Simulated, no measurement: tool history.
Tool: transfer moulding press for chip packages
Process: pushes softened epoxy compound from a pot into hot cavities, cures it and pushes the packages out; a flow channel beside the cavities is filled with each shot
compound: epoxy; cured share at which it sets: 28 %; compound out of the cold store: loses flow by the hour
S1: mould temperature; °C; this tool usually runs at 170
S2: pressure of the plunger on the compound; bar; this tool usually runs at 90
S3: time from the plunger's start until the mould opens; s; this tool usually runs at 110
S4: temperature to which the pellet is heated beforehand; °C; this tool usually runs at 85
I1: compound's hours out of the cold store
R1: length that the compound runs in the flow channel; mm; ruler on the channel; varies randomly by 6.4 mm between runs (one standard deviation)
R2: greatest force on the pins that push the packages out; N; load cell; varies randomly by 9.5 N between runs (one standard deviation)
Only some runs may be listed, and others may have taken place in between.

{"run": 1, "hour": 0.0, "S1": 170, "S2": 90, "S3": 110, "S4": 85, "I1": 26.4, "R1": 734, "R2": 441}
{"hour": 5.1, "done": "cavities cleaned with cleaning compound and waxed"}
{"run": 2, "hour": 15.4, "S1": 170, "S2": 90, "S3": 110, "S4": 85, "I1": 21.8, "R1": 761, "R2": 454}
{"run": 3, "hour": 33.0, "S1": 170, "S2": 90, "S3": 110, "S4": 85, "I1": 41.1, "R1": 703, "R2": 437}
{"hour": 46.6, "done": "mould's thermocouples calibrated"}
{"run": 4, "hour": 55.0, "S1": 170, "S2": 90, "S3": 110, "S4": 85, "I1": 23.2, "R1": 756, "R2": 435}
{"hour": 58.3, "done": "cavities cleaned with cleaning compound and waxed"}
{"run": 5, "hour": 73.4, "S1": 170, "S2": 90, "S3": 110, "S4": 85, "I1": 40.8, "R1": 711, "R2": 440}
{"run": 6, "hour": 91.5, "S1": 170, "S2": 90, "S3": 110, "S4": 85, "I1": 13.8, "R1": 763, "R2": 434}
{"run": 7, "hour": 106.4, "S1": 170, "S2": 90, "S3": 110, "S4": 85, "I1": 10.4, "R1": 779, "R2": 447}
{"hour": 109.5, "done": "cavities cleaned with cleaning compound and waxed"}
{"run": 8, "hour": 131.2, "S1": 170, "S2": 90, "S3": 110, "S4": 85, "I1": 38.4, "R1": 700, "R2": 429}
{"run": 9, "hour": 152.6, "S1": 170, "S2": 90, "S3": 110, "S4": 85, "I1": 35, "R1": 717, "R2": 446}
{"hour": 161.2, "done": "cavities cleaned with cleaning compound and waxed"}
{"run": 10, "hour": 167.9, "S1": 170, "S2": 90, "S3": 110, "S4": 85, "I1": 14.6, "R1": 769, "R2": 453}
{"run": 11, "hour": 183.8, "S1": 170, "S2": 90, "S3": 110, "S4": 85, "I1": 23.9, "R1": 750, "R2": 438}
{"run": 12, "hour": 195.7, "S1": 170, "S2": 90, "S3": 110, "S4": 85, "I1": 23.4, "R1": 729, "R2": 450}
{"hour": 212.0, "done": "cavities cleaned with cleaning compound and waxed"}
{"run": 13, "hour": 212.9, "S1": 167, "S2": 90, "S3": 110, "S4": 85, "I1": 46.8, "R1": 712, "R2": 482}
{"run": 14, "hour": 235.8, "S1": 167, "S2": 90, "S3": 110, "S4": 85, "I1": 12.6, "R1": 781, "R2": 510}
{"run": 15, "hour": 251.8, "S1": 170, "S2": 90, "S3": 101, "S4": 85, "I1": 21.5, "R1": 763, "R2": 501}
{"hour": 263.0, "done": "cavities cleaned with cleaning compound and waxed"}
{"run": 16, "hour": 272.4, "S1": 170, "S2": 90, "S3": 101, "S4": 85, "I1": 38.2, "R1": 715, "R2": 454}
{"run": 17, "hour": 285.1, "S1": 164, "S2": 90, "S3": 101, "S4": 85, "I1": 38.8, "R1": 741, "R2": 706}
{"run": 18, "hour": 304.1, "S1": 170, "S2": 86.8, "S3": 136, "S4": 91, "I1": 39.4, "R1": 700, "R2": 391}
{"hour": 314.7, "done": "cavities cleaned with cleaning compound and waxed"}
{"run": 19, "hour": 316.4, "S1": 170, "S2": 86.8, "S3": 136, "S4": 91, "I1": 43.6, "R1": 690, "R2": 398}
{"run": 20, "hour": 328.5, "S1": 167, "S2": 109.9, "S3": 110, "S4": 85, "I1": 11.2, "R1": 866, "R2": 505}
{"run": 21, "hour": 348.6, "S1": 176, "S2": 108.6, "S3": 145, "S4": 85, "I1": 32.6, "R1": 773, "R2": 388}
{"run": 22, "hour": 360.2, "S1": 170, "S2": 80.8, "S3": 110, "S4": 85, "I1": 34.6, "R1": 685, "R2": 439}
{"hour": 366.3, "done": "cavities cleaned with cleaning compound and waxed"}
{"run": 23, "hour": 385.7, "S1": 170, "S2": 80.8, "S3": 110, "S4": 85, "I1": 46.4, "R1": 657, "R2": 441}
{"run": 24, "hour": 399.5, "S1": 170, "S2": 80.8, "S3": 110, "S4": 85, "I1": 25.8, "R1": 711, "R2": 440}
{"run": 25, "hour": 414.2, "S1": 170, "S2": 80.8, "S3": 110, "S4": 85, "I1": 13, "R1": 732, "R2": 450}
{"hour": 417.0, "done": "cavities cleaned with cleaning compound and waxed"}
{"run": 26, "hour": 429.5, "S1": 170, "S2": 80.8, "S3": 110, "S4": 85, "I1": 47.7, "R1": 654, "R2": 420}
{"run": 27, "hour": 451.1, "S1": 178, "S2": 87, "S3": 116, "S4": 80, "I1": 8.5, "R1": 745, "R2": 385}

5 ways to go on from here, each from the tool as it stands after run 27. What would each give?
{"hour": 468.7, "done": "cavities cleaned with cleaning compound and waxed"}
{"run": "A", "hour": 473.5, "S1": 164, "S2": 74.4, "S3": 103, "S4": 85, "I1": 38.3, "R1": "?", "R2": "?"}
{"hour": 468.7, "done": "cavities cleaned with cleaning compound and waxed"}
{"run": "B", "hour": 473.5, "S1": 175, "S2": 71.7, "S3": 94, "S4": 80, "I1": 20.3, "R1": "?", "R2": "?"}
{"hour": 468.7, "done": "cavities cleaned with cleaning compound and waxed"}
{"run": "C", "hour": 473.5, "S1": 178, "S2": 87, "S3": 103, "S4": 80, "I1": 10.3, "R1": "?", "R2": "?"}
{"hour": 468.7, "done": "cavities cleaned with cleaning compound and waxed"}
{"run": "D", "hour": 473.5, "S1": 176, "S2": 98.9, "S3": 116, "S4": 85, "I1": 37.9, "R1": "?", "R2": "?"}
{"hour": 468.7, "done": "cavities cleaned with cleaning compound and waxed"}
{"run": "E", "hour": 473.5, "S1": 173, "S2": 90, "S3": 110, "S4": 85, "I1": 21.1, "R1": "?", "R2": "?"}

run=A R1=666 R2=681
run=B R1=669 R2=434
run=C R1=761 R2=397
run=D R1=741 R2=387
run=E R1=761 R2=413
Stripped of hidden state, with their random variation kept, the same runs would have yielded:
run=A R1=667 R2=681
run=B R1=670 R2=433
run=C R1=762 R2=396
run=D R1=742 R2=387
run=E R1=762 R2=412
